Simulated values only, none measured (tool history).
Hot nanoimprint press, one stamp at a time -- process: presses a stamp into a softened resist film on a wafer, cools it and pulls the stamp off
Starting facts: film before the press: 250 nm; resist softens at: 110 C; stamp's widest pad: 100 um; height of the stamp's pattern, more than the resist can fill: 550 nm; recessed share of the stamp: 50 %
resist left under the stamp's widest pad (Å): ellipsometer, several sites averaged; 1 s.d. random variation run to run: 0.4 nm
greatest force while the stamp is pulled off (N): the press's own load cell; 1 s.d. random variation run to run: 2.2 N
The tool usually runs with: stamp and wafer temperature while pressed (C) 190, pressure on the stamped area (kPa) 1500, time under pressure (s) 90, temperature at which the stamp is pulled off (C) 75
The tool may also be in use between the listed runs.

| run | hour | stamp and wafer temperature while pressed (C) | pressure on the stamped area (kPa) | time under pressure (s) | temperature at which the stamp is pulled off (C) | resist left under the stamp's widest pad (Å) | greatest force while the stamp is pulled off (N) |
|---|---|---|---|---|---|---|---|
| 1 | 0.0 | 190 | 1500 | 90 | 75 | 1201 | 108 |
| 2 | 8.5 | 190 | 1500 | 90 | 80 | 1195 | 100 |
| 3 | 15.6 | 189 | 1500 | 90 | 75 | 1226 | 105 |
| 4 | 20.7 | 189 | 1500 | 90 | 72 | 1229 | 108 |
| 5 | 24.8 | 189 | 1500 | 90 | 72 | 1226 | 114 |
| 6 | 29.3 | 189 | 1500 | 90 | 72 | 1222 | 113 |
| 7 | 34.8 | 189 | 1500 | 90 | 72 | 1224 | 115 |
| 8 | 43.4 | 189 | 1500 | 90 | 72 | 1217 | 111 |
| 9 | 52.7 | 192 | 1500 | 90 | 75 | 1143 | 109 |
|  | 56.4 | plate thermocouple calibrated |
| 10 | 60.5 | 192 | 1500 | 90 | 75 | 1126 | 107 |
| 11 | 70.0 | 192 | 1500 | 90 | 75 | 1127 | 101 |
| 12 | 76.0 | 192 | 1500 | 90 | 75 | 1124 | 109 |
| 13 | 84.3 | 192 | 1500 | 90 | 75 | 1119 | 107 |
| 14 | 93.1 | 192 | 1500 | 90 | 75 | 1123 | 105 |
| 15 | 99.6 | 192 | 1500 | 90 | 75 | 1127 | 106 |
| 16 | 109.1 | 197 | 1300 | 90 | 75 | 1080 | 106 |
|  | 114.1 | plate thermocouple calibrated, once more |
| 17 | 115.9 | 196 | 2010 | 125 | 75 | 820 | 115 |
| 18 | 119.9 | 196 | 2010 | 125 | 75 | 819 | 112 |
| 19 | 127.9 | 190 | 1100 | 136 | 75 | 1265 | 110 |
| 20 | 133.2 | 185 | 1790 | 76 | 60 | 1347 | 137 |
| 21 | 137.4 | 190 | 1500 | 90 | 67 | 1231 | 123 |
| 22 | 145.0 | 193 | 1730 | 149 | 75 | 898 | 115 |
| 23 | 152.9 | 193 | 1070 | 149 | 67 | 1161 | 127 |
| 24 | 158.1 | 190 | 1500 | 46 | 75 | 1522 | 112 |
| 25 | 163.0 | 190 | 2030 | 46 | 73 | 1330 | 113 |
| 26 | 169.6 | 180 | 1040 | 46 | 79 | 2032 | 103 |
| 27 | 176.5 | 197 | 1500 | 90 | 75 | 1049 | 113 |
| 28 | 184.4 | 179 | 1010 | 90 | 70 | 1838 | 121 |

Branching from run 28: 4 alternative next runs. What would each branch give?
| A | 192.4 | 179 | 1110 | 47 | 76 | ? | ? |
| B | 192.4 | 178 | 970 | 90 | 75 | ? | ? |
| C | 192.4 | 190 | 1500 | 90 | 76 | ? | ? |
| D | 192.4 | 191 | 1480 | 90 | 75 | ? | ? |

| run | resist left under the stamp's widest pad (Å) | greatest force while the stamp is pulled off (N) |
|---|---|---|
| A | 2013 | 111 |
| B | 1896 | 113 |
| C | 1232 | 110 |
| D | 1205 | 113 |
Stripped of hidden state, with their random variation kept, the same runs would have yielded:
| run | resist left under the stamp's widest pad (Å) | greatest force while the stamp is pulled off (N) |
|---|---|---|
| A | 2009 | 103 |
| B | 1893 | 105 |
| C | 1223 | 102 |
| D | 1197 | 105 |
